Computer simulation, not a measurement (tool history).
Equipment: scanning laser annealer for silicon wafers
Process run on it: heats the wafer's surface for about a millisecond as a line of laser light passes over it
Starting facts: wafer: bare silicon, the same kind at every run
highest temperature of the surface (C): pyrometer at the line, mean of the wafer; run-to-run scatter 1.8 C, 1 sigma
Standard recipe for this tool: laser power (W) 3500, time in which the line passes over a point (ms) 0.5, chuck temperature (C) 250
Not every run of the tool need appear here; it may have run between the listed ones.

run,hour,laser power (W),time in which the line passes over a point (ms),chuck temperature (C),highest temperature of the surface (C)
1,0,3500,0.5,250,1014
2,10.9,3500,0.5,250,1012
3,23.1,3500,0.5,250,1015
4,31.3,3500,0.5,250,1016
5,38,3500,0.5,250,1015
6,45.8,3500,0.5,250,1018
7,53.6,3500,0.5,250,1017
8,60.8,3500,0.5,250,1014
9,66.7,3500,0.5,250,1016
10,72.7,3098,0.5,277,944
11,79.1,3707,0.5,250,1060
12,85.4,3390,0.6,240,1061
13,95.2,3054,0.465,248,880
14,105,3054,0.465,248,881
15,112.8,3054,0.465,248,886
16,120.1,3500,0.491,217,972
17,125.7,3500,0.491,217,973
18,130.8,3284,0.389,239,861

Alternative continuations, all from the tool just after run 18; predict every row:
A,137.9,3706,0.389,211,?
B,137.9,3207,0.413,250,?
C,137.9,3585,0.5,250,?

run,highest temperature of the surface (C)
A,918
B,876
C,1033
Without the tool's hidden state the same runs would have given:
run,highest temperature of the surface (C)
A,927
B,884
C,1042
